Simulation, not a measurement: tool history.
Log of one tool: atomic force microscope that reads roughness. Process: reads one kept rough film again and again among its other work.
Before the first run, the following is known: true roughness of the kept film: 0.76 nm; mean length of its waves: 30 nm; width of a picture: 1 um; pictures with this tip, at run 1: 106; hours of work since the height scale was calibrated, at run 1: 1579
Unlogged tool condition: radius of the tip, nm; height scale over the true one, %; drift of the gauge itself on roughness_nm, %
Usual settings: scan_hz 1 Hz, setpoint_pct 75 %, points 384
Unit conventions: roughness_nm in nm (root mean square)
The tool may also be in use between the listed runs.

run   hour  scan_hz  setpoint_pct  points  pictures with this tip  hours of work since the height scale was calibrated  roughness_nm
  1      0        1            75     384                     106                                                 1579         0.689
  2   49.1     1.95            75     384                     204                                                 1618         0.654
      60.1  -- new tip fitted
  3  111.5     1.73            75     384                     103                                                 1667         0.667
  4  163.4     1.11            75     384                     206                                                 1709         0.667
     174.6  -- new tip fitted
  5  211.3     1.11            75     384                      74                                                 1746         0.684
  6    269     1.11            75     384                     189                                                 1792         0.671
     291.3  -- new tip fitted
  7  336.5     1.11            75     384                      91                                                 1846         0.677
  8  387.3     1.11            75     384                     192                                                 1886         0.667
     404.3  -- new tip fitted
  9  427.7     1.11            75     384                      46                                                 1918          0.69
 10  491.8     1.11            75     384                     174                                                 1969         0.671

For run 11, what comes out?
     519.4  -- new tip fitted
 11  563.3     0.89            75     384                      88                                                 2025             ?

roughness_nm: 0.69 nm (root mean square)
On a tool with no hidden condition, and with the same random variation, this run would have come out at roughness_nm 0.722 nm (root mean square).

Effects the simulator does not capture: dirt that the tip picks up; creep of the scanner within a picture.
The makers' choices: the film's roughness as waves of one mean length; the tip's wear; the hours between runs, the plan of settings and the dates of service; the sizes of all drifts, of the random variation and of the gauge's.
